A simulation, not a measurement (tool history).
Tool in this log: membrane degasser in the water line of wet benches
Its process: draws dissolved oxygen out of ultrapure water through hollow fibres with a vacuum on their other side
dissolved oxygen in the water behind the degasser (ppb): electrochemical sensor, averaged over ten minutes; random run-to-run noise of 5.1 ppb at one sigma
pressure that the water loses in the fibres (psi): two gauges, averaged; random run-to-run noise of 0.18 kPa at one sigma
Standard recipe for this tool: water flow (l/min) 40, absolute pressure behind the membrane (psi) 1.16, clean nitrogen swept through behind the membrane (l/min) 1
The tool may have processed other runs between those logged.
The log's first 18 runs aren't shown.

| run | hour | water flow (l/min) | absolute pressure behind the membrane (psi) | clean nitrogen swept through behind the membrane (l/min) | dissolved oxygen in the water behind the degasser (ppb) | pressure that the water loses in the fibres (psi) |
|---|---|---|---|---|---|---|
| 19 | 3412.7 | 38 | 1.958 | 1.13 | 789.3 | 4.601 |
| 20 | 3554.7 | 28 | 1.16 | 1.66 | 267.4 | 3.369 |
| 21 | 3732 | 28 | 2.824 | 1.66 | 655.6 | 3.385 |
| 22 | 3851.7 | 28 | 2.824 | 1.66 | 665.7 | 3.381 |
| 23 | 4032.7 | 55 | 2.824 | 1.58 | 1216.5 | 6.676 |
| 24 | 4237.6 | 55 | 2.824 | 1.58 | 1185.8 | 6.702 |
| 25 | 4371.4 | 55 | 2.824 | 1.58 | 1213.1 | 6.682 |
| 26 | 4522.3 | 31 | 1.539 | 0.49 | 857.6 | 3.778 |
| 27 | 4670.8 | 28 | 1.323 | 0.88 | 454.7 | 3.392 |
| 28 | 4891.7 | 39 | 1.16 | 1 | 497.7 | 4.688 |
| 29 | 5061.4 | 29 | 1.16 | 1.81 | 266 | 3.523 |
| 30 | 5224.6 | 57 | 1.922 | 1 | 1144.8 | 6.937 |
| 31 | 5331.4 | 53 | 1.16 | 1 | 647 | 6.377 |

Below are 3 alternative next runs, each starting from the tool's condition after run 31. Predict each:
|  | 5407.7 | vacuum gauge calibrated |
|  | 5463.5 | seals of the vacuum lines changed |
| A | 5519.2 | 40 | 1.16 | 0.72 | ? | ? |
|  | 5407.7 | vacuum gauge calibrated |
|  | 5463.5 | seals of the vacuum lines changed |
| B | 5519.2 | 50 | 0.944 | 2.29 | ? | ? |
|  | 5407.7 | vacuum gauge calibrated |
|  | 5463.5 | seals of the vacuum lines changed |
| C | 5519.2 | 52 | 1.16 | 1 | ? | ? |

| run | dissolved oxygen in the water behind the degasser (ppb) | pressure that the water loses in the fibres (psi) |
|---|---|---|
| A | 608.8 | 4.86 |
| B | 346.4 | 6.076 |
| C | 638.3 | 6.324 |
Had the tool no hidden state, the same runs would have come out as:
| run | dissolved oxygen in the water behind the degasser (ppb) | pressure that the water loses in the fibres (psi) |
|---|---|---|
| A | 608.3 | 4.857 |
| B | 345.8 | 6.07 |
| C | 637.7 | 6.318 |
